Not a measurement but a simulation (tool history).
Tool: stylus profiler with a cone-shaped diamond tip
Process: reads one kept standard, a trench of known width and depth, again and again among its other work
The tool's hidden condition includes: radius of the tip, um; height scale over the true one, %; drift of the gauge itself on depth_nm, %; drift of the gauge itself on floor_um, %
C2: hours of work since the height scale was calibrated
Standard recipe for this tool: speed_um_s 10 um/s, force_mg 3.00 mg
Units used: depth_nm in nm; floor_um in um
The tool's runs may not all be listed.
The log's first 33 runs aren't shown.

{"run": 34, "hour": 1841.2, "speed_um_s": 6, "force_mg": 2.52, "scans with this tip": 364, "C2": 53, "depth_nm": 202.26, "floor_um": 17.11}
{"run": 35, "hour": 1879.1, "speed_um_s": 6, "force_mg": 2.52, "scans with this tip": 518, "C2": 76, "depth_nm": 202.3, "floor_um": 17.02}
{"run": 36, "hour": 1942.1, "speed_um_s": 6, "force_mg": 1.36, "scans with this tip": 772, "C2": 113, "depth_nm": 201.48, "floor_um": 17.01}
{"run": 37, "hour": 2004.6, "speed_um_s": 6, "force_mg": 3.95, "scans with this tip": 1025, "C2": 150, "depth_nm": 203.04, "floor_um": 16.94}
{"run": 38, "hour": 2064.2, "speed_um_s": 3, "force_mg": 3.95, "scans with this tip": 1266, "C2": 186, "depth_nm": 203.07, "floor_um": 16.81}
{"run": 39, "hour": 2131.6, "speed_um_s": 6, "force_mg": 2.88, "scans with this tip": 1539, "C2": 225, "depth_nm": 202.42, "floor_um": 16.78}
{"run": 40, "hour": 2191.3, "speed_um_s": 10, "force_mg": 1.32, "scans with this tip": 1780, "C2": 261, "depth_nm": 201.33, "floor_um": 16.72}
{"run": 41, "hour": 2231.1, "speed_um_s": 10, "force_mg": 1.32, "scans with this tip": 1941, "C2": 284, "depth_nm": 201.35, "floor_um": 16.66}
{"run": 42, "hour": 2263.4, "speed_um_s": 19, "force_mg": 2.78, "scans with this tip": 2072, "C2": 304, "depth_nm": 202.31, "floor_um": 16.67}
{"run": 43, "hour": 2305.5, "speed_um_s": 37, "force_mg": 1.41, "scans with this tip": 2242, "C2": 328, "depth_nm": 201.29, "floor_um": 16.53}
{"run": 44, "hour": 2337.8, "speed_um_s": 19, "force_mg": 5.75, "scans with this tip": 2373, "C2": 348, "depth_nm": 203.71, "floor_um": 16.61}
{"run": 45, "hour": 2411.1, "speed_um_s": 19, "force_mg": 5.75, "scans with this tip": 2669, "C2": 391, "depth_nm": 203.81, "floor_um": 16.54}
{"run": 46, "hour": 2448.7, "speed_um_s": 4, "force_mg": 7.18, "scans with this tip": 2821, "C2": 413, "depth_nm": 204.45, "floor_um": 16.49}

What if the next run were any one of these 3? Each begins from the tool's condition after run 46:
{"run": "A", "hour": 2504.6, "speed_um_s": 6, "force_mg": 3.0, "scans with this tip": 3047, "C2": 446, "depth_nm": "?", "floor_um": "?"}
{"run": "B", "hour": 2504.6, "speed_um_s": 3, "force_mg": 1.66, "scans with this tip": 3047, "C2": 446, "depth_nm": "?", "floor_um": "?"}
{"run": "C", "hour": 2504.6, "speed_um_s": 2, "force_mg": 1.3, "scans with this tip": 3047, "C2": 446, "depth_nm": "?", "floor_um": "?"}

run=A depth_nm=202.42 floor_um=16.48
run=B depth_nm=201.50 floor_um=16.50
run=C depth_nm=201.19 floor_um=16.51
With no hidden state in the tool, these same runs would have given:
run=A depth_nm=202.60 floor_um=17.19
run=B depth_nm=201.68 floor_um=17.20
run=C depth_nm=201.37 floor_um=17.22
